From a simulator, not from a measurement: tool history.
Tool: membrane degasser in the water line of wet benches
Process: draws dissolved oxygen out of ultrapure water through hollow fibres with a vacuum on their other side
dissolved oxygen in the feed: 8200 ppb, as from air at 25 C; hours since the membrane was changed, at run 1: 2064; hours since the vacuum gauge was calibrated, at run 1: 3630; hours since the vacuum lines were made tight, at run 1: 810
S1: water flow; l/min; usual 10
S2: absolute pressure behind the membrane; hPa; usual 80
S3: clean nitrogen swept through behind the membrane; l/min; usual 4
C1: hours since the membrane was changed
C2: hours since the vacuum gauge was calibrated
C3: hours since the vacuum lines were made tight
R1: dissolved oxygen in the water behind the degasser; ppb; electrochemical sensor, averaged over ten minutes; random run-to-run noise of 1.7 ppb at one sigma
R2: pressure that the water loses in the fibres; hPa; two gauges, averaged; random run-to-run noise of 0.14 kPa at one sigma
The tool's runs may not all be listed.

run,hour,S1,S2,S3,C1,C2,C3,R1,R2
1,0,10,80,4,2064,3630,810,178.5,307
2,52.9,10,80,4,2117,3683,862,180.8,307.6
3,89.7,10,80,4,2154,3720,899,177.7,308.8
4,136.2,10,80,6.3,2200,3766,946,170.5,308.2
5,193.2,10,80,1.66,2257,3823,1003,218.8,305.9
6,227.6,10,80,1.66,2291,3857,1037,219.8,307.2
7,260.6,10,80,1.63,2324,3891,1070,219.6,308.3
8,301,10,80,1.63,2365,3931,1111,219.2,308.2
9,362.4,10,80,1.63,2426,3992,1172,221,307.3
# hour 367.7: vacuum gauge calibrated
10,413.1,10,80,1.63,2476,45,1222,227.7,306.5
11,466.9,10,80,1.63,2530,99,1276,220.4,309.3
# hour 490.7: vacuum gauge calibrated, once more
12,512,10,80,4,2575,21,1321,181.3,308.5
13,573.4,10,50.4,4,2636,83,1382,162.6,307
14,603.6,10,50.4,4,2666,113,1412,163.9,307.2
15,664.6,10,50.4,4,2727,174,1473,165.5,308.9
16,736.7,10,80,6.25,2799,246,1545,170.8,307.7
17,776.1,10,118.3,2.4,2839,285,1585,236.8,310.4
18,825.5,10,118.3,2.4,2888,335,1634,242,311.7
19,880.5,10,118.3,2.4,2943,390,1689,239.7,310.3
20,942.6,8,80,3.58,3005,452,1751,114.6,247.1
21,977.1,8,80,3.58,3040,486,1786,117.3,246.3
22,1029.8,10,80,11.45,3093,539,1838,165.5,310.9
23,1101.2,6,199.7,4,3164,610,1910,104.7,184.4
24,1170.6,6,65.4,4,3233,680,1979,55.5,184.5
25,1213.5,10,80,4.78,3276,723,2022,177.7,309.1
26,1245.3,15,189.1,11.18,3308,755,2054,392.4,463.6
27,1289.5,14,115,2.72,3352,799,2098,413.2,432
28,1338.8,14,115,2.72,3402,848,2147,400.7,434.3
29,1389.5,6,111.4,4,3452,899,2198,70.1,184.8
30,1426.1,10,107.7,4,3489,935,2235,202.5,305.7
31,1490.5,14,92.4,7.6,3553,1000,2299,333.5,431.7
32,1537.1,9,146.2,10.6,3600,1046,2346,145,280.3

Predict each of these 3 candidate next runs independently; none follows another, all start after run 32:
A,1575.1,15,146.2,10.6,3638,1084,2384,?,?
B,1575.1,8,116.2,10.6,3638,1084,2384,?,?
C,1575.1,9,130.7,7.01,3638,1084,2384,?,?

run,R1,R2
A,383.7,463.9
B,107.5,248.6
C,151.9,277.4
Take away the tool's hidden state, keep each run's random variation, and the runs would have read:
run,R1,R2
A,362.3,455
B,99.3,243.8
C,141.5,272
